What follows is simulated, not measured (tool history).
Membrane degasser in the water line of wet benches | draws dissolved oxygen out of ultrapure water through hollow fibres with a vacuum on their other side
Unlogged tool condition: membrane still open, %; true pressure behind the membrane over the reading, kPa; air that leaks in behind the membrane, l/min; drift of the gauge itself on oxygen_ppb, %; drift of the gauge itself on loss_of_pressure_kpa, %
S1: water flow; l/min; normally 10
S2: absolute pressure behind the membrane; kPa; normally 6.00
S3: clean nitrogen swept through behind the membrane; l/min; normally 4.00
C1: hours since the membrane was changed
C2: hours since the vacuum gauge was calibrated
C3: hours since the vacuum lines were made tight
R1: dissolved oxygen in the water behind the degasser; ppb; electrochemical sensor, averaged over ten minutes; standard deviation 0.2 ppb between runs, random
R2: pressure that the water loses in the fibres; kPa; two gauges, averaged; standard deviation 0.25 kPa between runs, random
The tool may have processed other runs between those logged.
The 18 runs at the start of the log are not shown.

run 19 day=133.133 | S1=10 S2=14.71 S3=7.82 | C1=6838 C2=5182 C3=2396 | R1=39.9 R2=71.77
run 20 day=137.838 | S1=10 S2=14.71 S3=7.82 | C1=6951 C2=5295 C3=2509 | R1=40.0 R2=72.30
run 21 day=142.812 | S1=10 S2=9.64 S3=8.45 | C1=7071 C2=5414 C3=2628 | R1=22.6 R2=72.48
run 22 day=149.200 | S1=9 S2=6.00 S3=1.84 | C1=7224 C2=5567 C3=2782 | R1=37.4 R2=64.79
run 23 day=155.917 | S1=10 S2=4.68 S3=4.00 | C1=7385 C2=5729 C3=2943 | R1=13.2 R2=72.48
run 24 day=160.050 | S1=11 S2=5.63 S3=2.50 | C1=7484 C2=5828 C3=3042 | R1=31.8 R2=79.50
run 25 day=164.400 | S1=14 S2=3.83 S3=2.50 | C1=7589 C2=5932 C3=3146 | R1=20.5 R2=100.77
run 26 day=169.454 | S1=10 S2=6.68 S3=4.00 | C1=7710 C2=6053 C3=3268 | R1=25.7 R2=72.41
run 27 day=176.783 | S1=10 S2=6.68 S3=4.00 | C1=7886 C2=6229 C3=3444 | R1=26.0 R2=71.90
run 28 day=185.450 | S1=10 S2=6.68 S3=4.00 | C1=8094 C2=6437 C3=3652 | R1=26.2 R2=72.40
run 29 day=190.646 | S1=7 S2=9.31 S3=7.26 | C1=8219 C2=6562 C3=3776 | R1=16.3 R2=50.88
run 30 day=199.896 | S1=10 S2=5.79 S3=9.99 | C1=8441 C2=6784 C3=3998 | R1=10.2 R2=72.83
run 31 day=203.779 | S1=15 S2=3.87 S3=4.32 | C1=8534 C2=6877 C3=4091 | R1=19.6 R2=108.87

Consider 5 possible next runs. They are alternatives, not a sequence: every one starts from the tool as it was left by run 31. What does each give?
run A day=211.712 | S1=9 S2=3.87 S3=3.79 | C1=8724 C2=7068 C3=4282 | R1=? R2=?
run B day=211.712 | S1=13 S2=12.11 S3=4.32 | C1=8724 C2=7068 C3=4282 | R1=? R2=?
run C day=211.712 | S1=8 S2=10.39 S3=4.68 | C1=8724 C2=7068 C3=4282 | R1=? R2=?
run D day=211.712 | S1=9 S2=7.88 S3=4.00 | C1=8724 C2=7068 C3=4282 | R1=? R2=?
run E day=211.712 | S1=12 S2=7.61 S3=4.00 | C1=8724 C2=7068 C3=4282 | R1=? R2=?

run=A R1=7.1 R2=65.32
run=B R1=75.4 R2=94.00
run=C R1=33.2 R2=58.32
run=D R1=30.2 R2=65.36
run=E R1=39.9 R2=87.07
With the hidden condition removed and each run's random variation left untouched, the same runs would have given:
run=A R1=4.8 R2=61.75
run=B R1=69.9 R2=88.85
run=C R1=30.7 R2=55.13
run=D R1=27.4 R2=61.77
run=E R1=35.6 R2=82.30

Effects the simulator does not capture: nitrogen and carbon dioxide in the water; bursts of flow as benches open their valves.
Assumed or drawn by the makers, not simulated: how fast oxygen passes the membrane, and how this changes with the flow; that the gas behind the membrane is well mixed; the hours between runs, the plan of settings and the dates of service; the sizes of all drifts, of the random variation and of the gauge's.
